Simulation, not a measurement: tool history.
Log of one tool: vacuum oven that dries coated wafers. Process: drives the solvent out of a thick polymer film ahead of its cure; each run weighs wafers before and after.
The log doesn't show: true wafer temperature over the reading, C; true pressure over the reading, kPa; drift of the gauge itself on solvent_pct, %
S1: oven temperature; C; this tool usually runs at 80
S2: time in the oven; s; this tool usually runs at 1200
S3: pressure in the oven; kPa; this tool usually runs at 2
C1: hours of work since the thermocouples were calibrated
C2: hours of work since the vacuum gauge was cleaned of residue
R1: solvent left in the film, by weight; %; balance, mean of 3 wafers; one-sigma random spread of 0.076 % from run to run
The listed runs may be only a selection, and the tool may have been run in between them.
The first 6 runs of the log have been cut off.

run   hour  S1    S2    S3    C1   C2     R1
  7   60.7  80  1200     2  1197  158   6.81
  8   68.8  80  1200     2  1201  161   6.86
  9   78.8  80  1200     2  1205  165   6.98
 10   90.3  80  1200     2  1210  170   6.88
 11    103  80  1200     2  1215  175   6.65
 12  109.1  80  1200   2.1  1218  178   6.84
 13  117.6  80  1200   2.1  1221  181   6.86
 14  128.1  80  1200  2.13  1226  186   6.99
 15    137  80  1800     2  1229  190   4.12
 16  143.2  80  1200     2  1232  192   6.86
 17  156.1  80  1200     2  1237  197   6.87
 18  163.1  80  1200     2  1240  200   6.79
 19  169.1  80  1200     2  1243  203   6.88
 20  180.9  80  1200     2  1248  208   6.86
 21  188.4  80  1200     2  1251  211   6.81
 22  202.9  88  1200     2  1257  217   3.06
 23  210.3  80  1200     2  1260  220      7
 24  218.6  80  1200     2  1263  224   6.89
 25  224.8  73  1200     2  1266  226  11.28

Expected results for the next run?
 26  239.3  73  1200   2  1272  232   ?

{"run 26": {"R1": 10.97}}
On a tool with no hidden condition, and with the same random variation, this run would have come out at R1 9.72 %.

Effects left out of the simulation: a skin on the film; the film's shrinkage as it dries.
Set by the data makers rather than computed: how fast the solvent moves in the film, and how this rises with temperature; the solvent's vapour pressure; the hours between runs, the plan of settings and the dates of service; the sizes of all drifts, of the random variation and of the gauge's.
